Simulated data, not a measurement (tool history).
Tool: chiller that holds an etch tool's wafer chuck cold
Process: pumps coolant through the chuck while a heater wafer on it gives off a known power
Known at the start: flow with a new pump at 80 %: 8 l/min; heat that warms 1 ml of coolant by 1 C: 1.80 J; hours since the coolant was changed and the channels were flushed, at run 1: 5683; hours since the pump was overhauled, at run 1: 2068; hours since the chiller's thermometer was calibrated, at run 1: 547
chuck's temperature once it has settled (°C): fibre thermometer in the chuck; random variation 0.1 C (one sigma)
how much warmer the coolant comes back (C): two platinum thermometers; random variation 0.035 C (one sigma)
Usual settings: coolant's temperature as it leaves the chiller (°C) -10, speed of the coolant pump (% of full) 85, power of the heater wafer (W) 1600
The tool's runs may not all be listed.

run	hour	coolant's temperature as it leaves the chiller (°C)	speed of the coolant pump (% of full)	power of the heater wafer (W)	hours since the coolant was changed and the channels were flushed	hours since the pump was overhauled	hours since the chiller's thermometer was calibrated	chuck's temperature once it has settled (°C)	how much warmer the coolant comes back (C)
1	0	-10	85	1600	5683	2068	547	2.9	6.3
2	97.4	-10	85	1600	5781	2166	645	2.9	6.32
3	230.5	-10	85	1600	5914	2299	778	2.8	6.25
4	295.4	-10	62	1600	5979	2364	843	6.3	8.49
5	408.5	-10	62	1600	6092	2477	956	6.2	8.57
6	496.2	-10	85	1600	6180	2564	1043	3	6.27
7	560.4	-16	85	1600	6244	2629	1108	-3	6.25
8	673	-16	69	1600	6356	2741	1220	-0.9	7.74
9	800.5	-16	69	1600	6484	2869	1348	-1	7.74
10	904.2	-16	69	1600	6588	2972	1451	-1.1	7.66
11	965.5	-16	69	1600	6649	3034	1513	-1.1	7.63
12	1084.7	-10	85	1213	6768	3153	1632	-0.2	4.75
# hour 1160.8: coolant changed, channels flushed
13	1189.7	-10	85	1213	29	3252	1731	-0.2	4.74
14	1279.6	-10	85	1213	119	3342	1821	-0.3	4.75
15	1397	-10	69	1600	236	3459	1938	4.7	7.56
16	1514.9	-10	69	1600	354	3577	2056	5.1	7.63
17	1599.4	-12	85	1600	439	3661	2140	0.8	6.25
18	1699.5	-1	85	1810	539	3762	2241	13.6	7.11
19	1804.2	-2	85	1600	643	3866	2345	10.8	6.19
20	1910.2	-4	70	920	749	3972	2451	4.5	4.36
21	2024.5	-1	97	1296	864	4087	2566	8.4	4.49
22	2138.6	-5	66	1501	978	4201	2680	9.4	7.55
23	2240.8	-5	66	1501	1080	4303	2782	9.3	7.49
# hour 2312.7: chiller's thermometer calibrated
24	2359.8	-1	73	1051	1198	4421	47	8.3	4.74
25	2448	-10	63	1600	1286	4509	135	5.9	8.42
26	2509.8	-3	74	2120	1348	4571	197	15.8	9.51
27	2591.4	-4	85	2359	1430	4653	279	14.9	9.26
28	2680.5	-4	85	2359	1519	4742	368	15	9.29
29	2741	-4	85	2359	1579	4802	428	15	9.31
30	2803.4	-10	94	976	1642	4864	491	-2.8	3.49
31	2929.3	-10	94	976	1767	4990	617	-2.7	3.5
32	3060.8	-4	90	1950	1899	5122	748	11.1	7.26
33	3192	-15	90	1950	2030	5253	879	0.2	7.19

Forecast each of these 3 alternatives for the next run:
A	3321.9	-15	77	1950	2160	5383	1009	?	?
B	3321.9	-10	84	1600	2160	5383	1009	?	?
C	3321.9	-14	90	1950	2160	5383	1009	?	?

run	chuck's temperature once it has settled (°C)	how much warmer the coolant comes back (C)
A	1.9	8.43
B	3	6.33
C	1	7.27
Without the tool's hidden state the same runs would have given:
run	chuck's temperature once it has settled (°C)	how much warmer the coolant comes back (C)
A	1.8	8.42
B	2.9	6.33
C	1	7.26

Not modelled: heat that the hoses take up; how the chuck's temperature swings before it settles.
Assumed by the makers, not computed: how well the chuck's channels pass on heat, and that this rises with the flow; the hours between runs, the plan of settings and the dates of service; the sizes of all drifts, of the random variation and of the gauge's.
